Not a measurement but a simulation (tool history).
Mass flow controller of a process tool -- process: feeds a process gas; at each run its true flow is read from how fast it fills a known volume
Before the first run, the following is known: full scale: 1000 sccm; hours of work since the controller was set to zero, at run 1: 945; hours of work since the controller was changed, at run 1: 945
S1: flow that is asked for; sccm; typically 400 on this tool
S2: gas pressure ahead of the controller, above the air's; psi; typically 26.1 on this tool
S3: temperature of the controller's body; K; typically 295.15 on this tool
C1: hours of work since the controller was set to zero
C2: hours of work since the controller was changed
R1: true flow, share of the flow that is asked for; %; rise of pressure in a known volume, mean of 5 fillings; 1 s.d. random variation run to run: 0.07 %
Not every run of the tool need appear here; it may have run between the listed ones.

{"run": 1, "day": 0.0, "S1": 400, "S2": 26.1, "S3": 295.15, "C1": 945, "C2": 945, "R1": 99.3}
{"run": 2, "day": 3.746, "S1": 577, "S2": 26.1, "S3": 295.15, "C1": 979, "C2": 979, "R1": 99.56}
{"run": 3, "day": 6.65, "S1": 122, "S2": 26.1, "S3": 295.15, "C1": 1006, "C2": 1006, "R1": 98.86}
{"run": 4, "day": 9.354, "S1": 400, "S2": 26.1, "S3": 295.15, "C1": 1031, "C2": 1031, "R1": 99.14}
{"run": 5, "day": 11.233, "S1": 400, "S2": 26.1, "S3": 295.15, "C1": 1048, "C2": 1048, "R1": 99.18}
{"run": 6, "day": 13.038, "S1": 400, "S2": 26.1, "S3": 299.15, "C1": 1065, "C2": 1065, "R1": 98.82}
{"run": 7, "day": 16.7, "S1": 885, "S2": 26.1, "S3": 299.15, "C1": 1098, "C2": 1098, "R1": 99.37}
{"run": 8, "day": 19.617, "S1": 400, "S2": 26.1, "S3": 295.15, "C1": 1125, "C2": 1125, "R1": 98.93}
{"run": 9, "day": 23.762, "S1": 400, "S2": 26.1, "S3": 295.15, "C1": 1163, "C2": 1163, "R1": 98.84}
{"run": 10, "day": 26.796, "S1": 400, "S2": 26.1, "S3": 295.15, "C1": 1191, "C2": 1191, "R1": 98.84}
{"run": 11, "day": 28.779, "S1": 400, "S2": 26.1, "S3": 295.15, "C1": 1209, "C2": 1209, "R1": 98.78}
{"run": 12, "day": 31.554, "S1": 400, "S2": 26.1, "S3": 295.15, "C1": 1234, "C2": 1234, "R1": 98.57}
{"run": 13, "day": 33.988, "S1": 400, "S2": 26.1, "S3": 295.15, "C1": 1257, "C2": 1257, "R1": 98.66}
{"run": 14, "day": 36.025, "S1": 400, "S2": 26.1, "S3": 295.15, "C1": 1275, "C2": 1275, "R1": 98.67}
{"run": 15, "day": 37.758, "S1": 400, "S2": 26.1, "S3": 295.15, "C1": 1291, "C2": 1291, "R1": 98.59}
{"run": 16, "day": 40.517, "S1": 400, "S2": 26.1, "S3": 295.15, "C1": 1316, "C2": 1316, "R1": 98.45}
{"run": 17, "day": 43.317, "S1": 400, "S2": 26.1, "S3": 295.15, "C1": 1342, "C2": 1342, "R1": 98.35}
{"run": 18, "day": 45.167, "S1": 400, "S2": 26.1, "S3": 295.15, "C1": 1359, "C2": 1359, "R1": 98.42}
{"run": 19, "day": 48.971, "S1": 400, "S2": 26.1, "S3": 295.15, "C1": 1394, "C2": 1394, "R1": 98.37}
{"run": 20, "day": 50.854, "S1": 400, "S2": 26.1, "S3": 295.15, "C1": 1411, "C2": 1411, "R1": 98.08}
{"run": 21, "day": 53.521, "S1": 349, "S2": 28.6, "S3": 308.15, "C1": 1436, "C2": 1436, "R1": 97.7}
{"run": 22, "day": 56.262, "S1": 841, "S2": 23.1, "S3": 311.15, "C1": 1461, "C2": 1461, "R1": 97.8}
{"run": 23, "day": 60.375, "S1": 149, "S2": 23.1, "S3": 297.15, "C1": 1498, "C2": 1498, "R1": 97.56}
{"day": 62.742, "done": "gauge calibrated"}
{"run": 24, "day": 63.258, "S1": 728, "S2": 26.1, "S3": 297.15, "C1": 1525, "C2": 1525, "R1": 99.61}
{"run": 25, "day": 65.8, "S1": 400, "S2": 26.1, "S3": 296.15, "C1": 1548, "C2": 1548, "R1": 99.26}
{"run": 26, "day": 67.5, "S1": 400, "S2": 26.1, "S3": 296.15, "C1": 1564, "C2": 1564, "R1": 99.27}
{"run": 27, "day": 69.625, "S1": 280, "S2": 26.1, "S3": 296.15, "C1": 1583, "C2": 1583, "R1": 99.09}
{"run": 28, "day": 71.758, "S1": 398, "S2": 38.7, "S3": 305.15, "C1": 1603, "C2": 1603, "R1": 99.27}
{"run": 29, "day": 75.938, "S1": 398, "S2": 38.7, "S3": 305.15, "C1": 1641, "C2": 1641, "R1": 99.36}
{"run": 30, "day": 78.1, "S1": 398, "S2": 38.7, "S3": 305.15, "C1": 1661, "C2": 1661, "R1": 99.16}
{"run": 31, "day": 80.529, "S1": 109, "S2": 27.3, "S3": 295.15, "C1": 1683, "C2": 1683, "R1": 98.74}
{"run": 32, "day": 83.821, "S1": 307, "S2": 26.1, "S3": 300.15, "C1": 1713, "C2": 1713, "R1": 98.54}
{"run": 33, "day": 87.85, "S1": 570, "S2": 36.5, "S3": 297.15, "C1": 1750, "C2": 1750, "R1": 99.46}

Below, some changes in R1 between adjacent runs. For each, the amount present without the hidden state too (settings, incoming material, random variation) and the amount remaining for the hidden state with gauge scatter not shared by both compared results:
The hidden state here: flow at rest that the sensor doesn't see, % of full scale; true flow over the shown one, %; drift of the gauge itself on true_pct, %.
Run 2 -> 3: S1 577 -> 122. R1 -0.7 %: hidden state -0.07, all else -0.63.
Run 22 -> 23: S1 841 -> 149, S3 311.15 -> 297.15. R1 -0.24 %: hidden state -0.1, all else -0.14.
Run 23 -> 24: S1 149 -> 728, S2 23.1 -> 26.1, gauge calibrated. R1 +2.05 %: hidden state +1.23, all else +0.82.
Run 28 -> 29: nothing adjusted, nothing logged. R1 +0.09 %: hidden state -0.09, all else +0.18.
Run 32 -> 33: S1 307 -> 570, S2 26.1 -> 36.5, S3 300.15 -> 297.15. R1 +0.92 %: hidden state -0.08, all else +1.
